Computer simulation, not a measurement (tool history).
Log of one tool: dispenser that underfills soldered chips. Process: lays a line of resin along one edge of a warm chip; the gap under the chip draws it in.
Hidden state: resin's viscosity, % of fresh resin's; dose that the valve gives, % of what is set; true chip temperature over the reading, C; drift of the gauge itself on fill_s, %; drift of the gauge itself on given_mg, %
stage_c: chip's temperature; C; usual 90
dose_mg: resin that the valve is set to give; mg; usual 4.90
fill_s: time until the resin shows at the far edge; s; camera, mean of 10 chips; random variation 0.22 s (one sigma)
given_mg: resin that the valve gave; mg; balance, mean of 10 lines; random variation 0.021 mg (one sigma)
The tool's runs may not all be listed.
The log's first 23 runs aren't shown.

run   hour  stage_c  dose_mg  hours of work since the syringe was changed  hours of work since the valve was cleaned  hours of work since the stage was calibrated  fill_s  given_mg
     148.8  -- new syringe of resin
 24  156.1       85     5.06                                            4                                        143                                           292     9.5      4.62
 25  164.3       90     4.82                                            9                                        148                                           297     9.8      4.36
     165.2  -- new syringe of resin
     167.1  -- dispensing valve cleaned and set on the balance
 26  171.5       86     4.97                                            3                                          3                                           300     8.7      4.94
 27  176.6       90     6.03                                            6                                          6                                           303     8.3      6.03
     182.3  -- new syringe of resin
 28  183.8       84     4.44                                            1                                         10                                           307     8.0      4.41
 29  191.9      102     5.87                                            6                                         15                                           312     5.2      5.81
     198.5  -- new syringe of resin
 30  200.2      102     5.87                                            1                                         20                                           317     4.1      5.79
 31  204.8       91     5.40                                            4                                         22                                           320     7.2      5.38
 32  213.5      101     5.42                                            9                                         28                                           325     6.6      5.37
     214.7  -- new syringe of resin
 33  218.8       98     4.85                                            3                                         31                                           328     5.6      4.73
 34  227.5      100     4.82                                            8                                         36                                           333     6.3      4.70
     231.1  -- new syringe of resin
 35  237.0      100     4.82                                            4                                         41                                           339     4.8      4.68

Forecast each of these 3 alternatives for the next run:
  A  241.4      103     5.99                                            6                                         44                                           342       ?         ?
  B  241.4       90     5.70                                            6                                         44                                           342       ?         ?
  C  241.4      100     4.32                                            6                                         44                                           342       ?         ?

run  fill_s  given_mg
  A     5.7      5.81
  B     8.3      5.50
  C     5.8      4.22
Without the tool's hidden state the same runs would have given:
run  fill_s  given_mg
  A     4.0      5.98
  B     5.6      5.66
  C     3.8      4.34
